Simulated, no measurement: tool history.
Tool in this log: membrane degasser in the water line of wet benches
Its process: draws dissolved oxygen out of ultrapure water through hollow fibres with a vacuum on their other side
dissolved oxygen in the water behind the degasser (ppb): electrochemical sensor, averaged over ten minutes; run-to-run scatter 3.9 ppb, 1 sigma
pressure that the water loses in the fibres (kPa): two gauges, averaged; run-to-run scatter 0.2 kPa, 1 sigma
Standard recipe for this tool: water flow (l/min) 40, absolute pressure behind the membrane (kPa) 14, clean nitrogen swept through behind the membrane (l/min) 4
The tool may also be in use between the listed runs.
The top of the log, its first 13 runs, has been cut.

run,hour,water flow (l/min),absolute pressure behind the membrane (kPa),clean nitrogen swept through behind the membrane (l/min),hours since the membrane was changed,hours since the vacuum gauge was calibrated,hours since the vacuum lines were made tight,dissolved oxygen in the water behind the degasser (ppb),pressure that the water loses in the fibres (kPa)
14,742.7,40,14,4,979,2920,1567,397.3,44.81
15,779.7,40,14,4,1016,2957,1604,390.7,45.16
16,858,60,14,4,1094,3035,1683,640.8,67.93
17,907.8,45,14,4.58,1144,3085,1732,420.8,50.59
18,987.2,45,14,2.44,1223,3164,1812,598.6,50.61
19,1040.4,38,14,1.84,1277,3218,1865,590.6,43.06
20,1083.4,38,14,1.84,1320,3261,1908,599.2,42.99
# hour 1150.9: vacuum gauge calibrated
21,1156.8,40,22.4,6.56,1393,6,1981,423.4,45.72
22,1240.8,49,17.4,2.9,1477,90,2065,711.6,56.11
# hour 1296.1: gauge calibrated
23,1298.6,25,25.5,2.81,1534,148,2123,495.6,27.96
24,1369.9,40,14,4.11,1606,219,2194,387,44.64
25,1419,40,14,4.11,1655,268,2243,386.7,44.29
26,1479.6,53,14.4,7.66,1715,329,2304,429.4,58.98
27,1547.4,53,14.4,7.66,1783,397,2372,422.1,58.98
28,1587.2,40,26.1,4,1823,436,2411,637,44.73
29,1638.1,31,11.4,4,1874,487,2462,237.4,34.72
30,1722.2,31,11.4,4,1958,571,2546,238.6,34.94
31,1775.6,56,10.9,4,2011,625,2600,504.4,63.06
32,1832.1,36,19.9,7.55,2068,681,2656,301.5,40.07

Alternative continuations, all from the tool just after run 32; predict every row:
A,1883,40,14,1.61,2119,732,2707,?,?
B,1883,36,29.2,7.55,2119,732,2707,?,?
C,1883,38,19.9,6.34,2119,732,2707,?,?
D,1883,41,27.8,4,2119,732,2707,?,?

run,dissolved oxygen in the water behind the degasser (ppb),pressure that the water loses in the fibres (kPa)
A,679.2,44.89
B,406.3,40.39
C,365,42.59
D,686.3,46.26
Without the tool's hidden state the same runs would have given:
run,dissolved oxygen in the water behind the degasser (ppb),pressure that the water loses in the fibres (kPa)
A,679.2,44.32
B,406.2,39.88
C,364.9,42.05
D,686.3,45.68
